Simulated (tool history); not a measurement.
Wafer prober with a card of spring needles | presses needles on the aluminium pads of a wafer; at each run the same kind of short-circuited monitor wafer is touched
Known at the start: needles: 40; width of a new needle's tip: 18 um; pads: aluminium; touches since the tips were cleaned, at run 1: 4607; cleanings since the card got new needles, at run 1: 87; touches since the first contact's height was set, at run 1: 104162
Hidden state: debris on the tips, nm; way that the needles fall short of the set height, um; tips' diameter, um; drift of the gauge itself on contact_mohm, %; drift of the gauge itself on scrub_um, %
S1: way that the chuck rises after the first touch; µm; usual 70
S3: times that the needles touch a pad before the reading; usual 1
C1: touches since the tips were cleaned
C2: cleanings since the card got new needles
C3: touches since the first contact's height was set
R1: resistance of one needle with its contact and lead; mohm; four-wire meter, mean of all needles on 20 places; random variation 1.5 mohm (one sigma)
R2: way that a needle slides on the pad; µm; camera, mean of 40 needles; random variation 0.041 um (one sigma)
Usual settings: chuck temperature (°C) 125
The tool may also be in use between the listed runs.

run 1 hour=0 | S1=70 chuck_temperature_(°C)=125 S3=1 | C1=4607 C2=87 C3=104162 | R1=147 R2=17.84
-- hour=5.2 tips cleaned on abrasive film
-- hour=19.5 tips cleaned on abrasive film
-- hour=32.5 tips cleaned on abrasive film
run 2 hour=32.5 | S1=70 chuck_temperature_(°C)=125 S3=2 | C1=0 C2=90 C3=120504 | R1=150 R2=17.8
-- hour=47.2 tips cleaned on abrasive film
run 3 hour=56.2 | S1=70 chuck_temperature_(°C)=125 S3=2 | C1=4580 C2=91 C3=132517 | R1=149 R2=17.82
-- hour=60.9 tips cleaned on abrasive film
-- hour=73.9 tips cleaned on abrasive film
run 4 hour=85 | S1=70 chuck_temperature_(°C)=125 S3=2 | C1=5653 C2=93 C3=147062 | R1=148 R2=17.81
-- hour=87.5 tips cleaned on abrasive film
-- hour=101.8 tips cleaned on abrasive film
run 5 hour=103 | S1=70 chuck_temperature_(°C)=125 S3=1 | C1=616 C2=95 C3=156116 | R1=150 R2=17.81
-- hour=116.9 tips cleaned on abrasive film
run 6 hour=123.9 | S1=70 chuck_temperature_(°C)=60 S3=1 | C1=3591 C2=96 C3=166671 | R1=142 R2=17.88
-- hour=132.1 tips cleaned on abrasive film
-- hour=132.4 height of the first contact set anew
-- hour=147.6 tips cleaned on abrasive film
run 7 hour=154.3 | S1=70 chuck_temperature_(°C)=60 S3=1 | C1=3370 C2=98 C3=11056 | R1=139 R2=17.81
-- hour=163.2 tips cleaned on abrasive film
-- hour=176.9 tips cleaned on abrasive film
run 8 hour=184.6 | S1=70 chuck_temperature_(°C)=125 S3=1 | C1=3875 C2=100 C3=26347 | R1=149 R2=17.87
-- hour=190.1 tips cleaned on abrasive film
-- hour=206 tips cleaned on abrasive film
run 9 hour=218.3 | S1=70 chuck_temperature_(°C)=125 S3=1 | C1=6254 C2=102 C3=43379 | R1=149 R2=17.76
-- hour=220.4 tips cleaned on abrasive film
-- hour=233.7 tips cleaned on abrasive film
run 10 hour=240.4 | S1=70 chuck_temperature_(°C)=125 S3=1 | C1=3426 C2=104 C3=54520 | R1=150 R2=17.83
-- hour=247.8 tips cleaned on abrasive film
-- hour=263.2 tips cleaned on abrasive film
-- hour=277.6 tips cleaned on abrasive film
run 11 hour=280.8 | S1=70 chuck_temperature_(°C)=125 S3=1 | C1=1602 C2=107 C3=74861 | R1=151 R2=17.88
-- hour=290.4 tips cleaned on abrasive film
-- hour=305.3 tips cleaned on abrasive film
run 12 hour=316.6 | S1=70 chuck_temperature_(°C)=125 S3=1 | C1=5767 C2=109 C3=92999 | R1=144 R2=17.86
-- hour=319.9 tips cleaned on abrasive film
-- hour=333.8 tips cleaned on abrasive film
-- hour=348.9 tips cleaned on abrasive film
run 13 hour=350.7 | S1=70 chuck_temperature_(°C)=67 S3=1 | C1=879 C2=112 C3=110132 | R1=139 R2=17.79
-- hour=362.2 tips cleaned on abrasive film
-- hour=376.6 tips cleaned on abrasive film
run 14 hour=384.6 | S1=70 chuck_temperature_(°C)=67 S3=1 | C1=4082 C2=114 C3=127286 | R1=140 R2=17.86
-- hour=390.5 tips cleaned on abrasive film
-- hour=403.5 tips cleaned on abrasive film
run 15 hour=409.6 | S1=70 chuck_temperature_(°C)=67 S3=1 | C1=3076 C2=116 C3=139870 | R1=141 R2=17.9

The next listed run, before its measurement:
-- hour=418.3 tips cleaned on abrasive film
-- hour=432.3 tips cleaned on abrasive film
run 16 hour=442.3 | S1=50 chuck_temperature_(°C)=125 S3=1 | C1=5090 C2=118 C3=156374 | R1=? R2=?

Run 16 gave R1 156 mohm, R2 12.69 µm.
Without the tool's hidden state the same run would have given R1 155 mohm, R2 12.69 µm.
